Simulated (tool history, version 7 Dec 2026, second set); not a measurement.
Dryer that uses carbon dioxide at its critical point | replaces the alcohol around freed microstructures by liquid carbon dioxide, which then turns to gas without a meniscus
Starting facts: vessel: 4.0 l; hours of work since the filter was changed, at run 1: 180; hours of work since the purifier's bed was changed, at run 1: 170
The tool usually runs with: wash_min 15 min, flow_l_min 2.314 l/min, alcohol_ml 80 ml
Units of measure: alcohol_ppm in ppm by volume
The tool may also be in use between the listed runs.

run,day,wash_min,flow_l_min,alcohol_ml,hours of work since the filter was changed,hours of work since the purifier's bed was changed,alcohol_ppm
1,0.000,15,2.314,80,180,170,92
2,0.633,15,2.314,80,191,180,91
3,1.092,15,2.314,80,198,188,89
4,1.467,15,2.314,80,204,194,96
5,1.967,15,2.314,86,213,203,95
6,2.383,15,2.314,86,220,209,112
7,3.029,16,3.000,80,230,220,65
8,3.550,18,2.314,80,239,229,71
9,3.858,15,2.314,100,244,234,123
10,4.462,15,2.314,100,254,244,121

Branching from run 10: 3 alternative next runs. What would each branch give?
A,5.121,16,2.314,76,265,255,?
B,5.121,15,2.140,61,265,255,?
C,5.121,12,2.220,23,265,255,?

run,alcohol_ppm
A,110
B,144
C,119
Take away the tool's hidden state, keep each run's random variation, and the runs would have read:
run,alcohol_ppm
A,25
B,39
C,25
